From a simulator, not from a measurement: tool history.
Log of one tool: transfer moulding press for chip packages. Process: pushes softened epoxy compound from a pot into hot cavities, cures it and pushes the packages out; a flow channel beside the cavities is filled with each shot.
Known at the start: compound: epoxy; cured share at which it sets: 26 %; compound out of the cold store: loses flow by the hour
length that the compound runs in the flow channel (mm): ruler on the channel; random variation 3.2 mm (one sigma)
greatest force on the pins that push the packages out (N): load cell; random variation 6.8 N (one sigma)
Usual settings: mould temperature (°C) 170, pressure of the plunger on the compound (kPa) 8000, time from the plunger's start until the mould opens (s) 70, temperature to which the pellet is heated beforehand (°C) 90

run	hour	mould temperature (°C)	pressure of the plunger on the compound (kPa)	time from the plunger's start until the mould opens (s)	temperature to which the pellet is heated beforehand (°C)	incoming compound's hours out of the cold store	length that the compound runs in the flow channel (mm)	greatest force on the pins that push the packages out (N)
1	0	170	8000	70	90	37.3	662	274
2	6.9	170	8000	70	90	36.1	654	319
3	12.5	170	8000	91	90	12.1	769	306
4	17.6	170	8000	91	90	45.6	621	322
# hour 25.9: cavities cleaned with cleaning compound and waxed
5	26	170	8000	91	90	38.5	649	223
6	33.4	170	8000	91	90	9	769	272
7	42.1	170	9370	91	90	12.6	823	303
8	47.8	170	9370	91	97	43.9	671	337
# hour 51.8: cavities cleaned with cleaning compound and waxed
9	55.7	170	8000	70	90	40.4	635	319
10	60.9	170	8000	70	90	23	701	356
11	65.2	170	8000	70	90	8.2	774	405
12	72.2	170	8000	70	90	36.6	646	432
# hour 77.9: cavities cleaned with cleaning compound and waxed
13	78.2	172	8000	70	90	25.3	686	252
14	85.8	172	8000	70	90	37.5	639	311
# hour 90.2: plunger's sealing rings changed
15	94.5	167	8000	70	90	21.7	754	455
16	102.1	167	9100	70	91	39.9	721	491
# hour 106.5: cavities cleaned with cleaning compound and waxed
17	108	170	7160	107	96	37.6	634	234
18	115.8	170	7160	107	96	35.7	646	266
19	121.2	170	7160	107	96	20.5	713	309
20	126.3	170	7160	107	96	10	755	316
# hour 132.6: cavities cleaned with cleaning compound and waxed
21	136.3	170	8000	60	90	45.3	638	413
22	143.5	170	8000	60	90	34.1	681	503
23	150.1	177	6450	96	99	32.6	599	296
# hour 158.9: cavities cleaned with cleaning compound and waxed
24	158.9	170	8000	70	99	44.1	637	269
25	163.2	167	8470	88	85	45.1	667	264
26	169.5	164	8750	58	95	41.5	699	791
27	177.7	169	8000	70	86	35.8	678	424

Forecast each of these 4 alternatives for the next run:
# hour 184.9: cavities cleaned with cleaning compound and waxed
A	187	174	8000	68	91	35	?	?
# hour 184.9: cavities cleaned with cleaning compound and waxed
B	187	162	8000	70	87	42.5	?	?
# hour 184.9: cavities cleaned with cleaning compound and waxed
C	187	175	8000	70	87	23.1	?	?
# hour 184.9: cavities cleaned with cleaning compound and waxed
D	187	169	8000	53	85	15.6	?	?

run	length that the compound runs in the flow channel (mm)	greatest force on the pins that push the packages out (N)
A	662	271
B	671	536
C	712	255
D	770	714
Without the tool's hidden state the same runs would have given:
run	length that the compound runs in the flow channel (mm)	greatest force on the pins that push the packages out (N)
A	673	248
B	682	477
C	724	232
D	782	638
